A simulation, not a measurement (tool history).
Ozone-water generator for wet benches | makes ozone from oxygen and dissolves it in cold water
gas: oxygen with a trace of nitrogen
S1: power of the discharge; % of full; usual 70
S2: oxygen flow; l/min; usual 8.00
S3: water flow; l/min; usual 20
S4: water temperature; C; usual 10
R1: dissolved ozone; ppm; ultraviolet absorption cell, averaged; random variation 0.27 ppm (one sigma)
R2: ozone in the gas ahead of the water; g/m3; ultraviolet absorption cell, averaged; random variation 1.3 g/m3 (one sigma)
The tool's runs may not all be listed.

run   hour  S1     S2  S3  S4    R1     R2
  1    0.0  70   8.00  20  10  38.4  230.6
  2   42.5  70   8.00  20  10  37.7  227.7
  3   85.9  48   8.00  20  10  27.9  170.9
  4  131.4  70   5.65  20  10  37.9  276.1
  5  195.5  70   5.65  20  10  37.5  274.0
  6  239.2  70   5.65  20  10  37.1  275.1
  7  289.4  70   8.00  20  10  37.4  229.1
  8  325.8  70   8.00  24  10  33.0  227.7
  9  379.7  70   8.00  24  10  32.8  226.7
 10  420.0  70   5.21  20  10  36.8  285.5
 11  477.9  70   5.21  20  10  37.2  283.8
 12  544.7  44   5.21  23   9  22.6  196.1
 13  583.0  44   5.21  23   9  22.5  195.1
 14  622.3  44  10.27  23   9  22.9  136.7
 15  654.2  70   8.00  20  14  34.5  225.6
 16  706.1  70   8.00  20  14  34.5  228.0
 17  761.3  70   8.00  20  14  34.4  225.1
 18  820.4  70   8.00  20  15  33.6  223.5
 19  889.2  70   8.00  20  15  34.1  225.9

Not shown: 2 entries that the log had between the listed runs. Between which runs, and how does the tool's hidden state differ before and after?
Between runs 11 and 12: contactor cleaned (hour 486.2)
  yield of the discharge, % of new electrodes': 93.1 -> 92.9; contactor's efficiency, % of a clean one's: 95.7 -> 93.5; true water temperature over the reading, C: 0.36 -> 0.37
  measured less the result without the state, R1: -3.6 -> -1.8 ppm; R2: -21.2 -> -8.9 g/m3
Between runs 18 and 19: contactor cleaned, once more (hour 848.9)
  yield of the discharge, % of new electrodes': 92.2 -> 92; contactor's efficiency, % of a clean one's: 92.5 -> 99.8; true water temperature over the reading, C: 0.41 -> 0.42
  measured less the result without the state, R1: -4.2 -> -3.2 ppm; R2: -19.0 -> -19.7 g/m3
